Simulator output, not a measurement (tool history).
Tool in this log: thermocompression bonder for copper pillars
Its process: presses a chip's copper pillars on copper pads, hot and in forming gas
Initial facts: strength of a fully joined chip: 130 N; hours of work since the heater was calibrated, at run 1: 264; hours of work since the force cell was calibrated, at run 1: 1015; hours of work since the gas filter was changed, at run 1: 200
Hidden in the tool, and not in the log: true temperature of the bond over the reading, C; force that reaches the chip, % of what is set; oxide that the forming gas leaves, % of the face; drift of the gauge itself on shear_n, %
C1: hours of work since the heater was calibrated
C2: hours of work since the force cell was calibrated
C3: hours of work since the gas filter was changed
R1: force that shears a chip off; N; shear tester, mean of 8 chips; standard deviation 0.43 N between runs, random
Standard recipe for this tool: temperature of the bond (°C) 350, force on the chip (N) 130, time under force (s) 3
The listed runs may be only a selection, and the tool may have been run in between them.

run 1 hour=0 | temperature_of_the_bond_(°C)=350 force_on_the_chip_(N)=130 time_under_force_(s)=3 | C1=264 C2=1015 C3=200 | R1=58.8
run 2 hour=58.2 | temperature_of_the_bond_(°C)=350 force_on_the_chip_(N)=130 time_under_force_(s)=3 | C1=305 C2=1056 C3=242 | R1=57.1
run 3 hour=116.8 | temperature_of_the_bond_(°C)=350 force_on_the_chip_(N)=130 time_under_force_(s)=3 | C1=347 C2=1098 C3=284 | R1=57.6
-- hour=145.4 force cell calibrated
-- hour=152.6 forming gas filter changed
run 4 hour=152.6 | temperature_of_the_bond_(°C)=350 force_on_the_chip_(N)=130 time_under_force_(s)=3 | C1=371 C2=5 C3=0 | R1=59.6
run 5 hour=182.7 | temperature_of_the_bond_(°C)=350 force_on_the_chip_(N)=130 time_under_force_(s)=3 | C1=392 C2=26 C3=21 | R1=58.6
run 6 hour=210.7 | temperature_of_the_bond_(°C)=350 force_on_the_chip_(N)=130 time_under_force_(s)=3 | C1=412 C2=46 C3=41 | R1=59.3
run 7 hour=267.3 | temperature_of_the_bond_(°C)=350 force_on_the_chip_(N)=130 time_under_force_(s)=3 | C1=452 C2=86 C3=82 | R1=58
run 8 hour=313.2 | temperature_of_the_bond_(°C)=350 force_on_the_chip_(N)=130 time_under_force_(s)=3 | C1=485 C2=119 C3=114 | R1=59.4
run 9 hour=338.3 | temperature_of_the_bond_(°C)=350 force_on_the_chip_(N)=130 time_under_force_(s)=3 | C1=503 C2=137 C3=132 | R1=59
run 10 hour=376 | temperature_of_the_bond_(°C)=350 force_on_the_chip_(N)=130 time_under_force_(s)=4 | C1=530 C2=164 C3=159 | R1=64.8

What does the tool deliver on the next run?
run 11 hour=429.4 | temperature_of_the_bond_(°C)=343 force_on_the_chip_(N)=126 time_under_force_(s)=2 | C1=568 C2=202 C3=197 | R1=?

{"run 11": {"R1": 46.3}}
On a tool with no hidden condition, and with the same random variation, this run would have come out at R1 45.9 N.
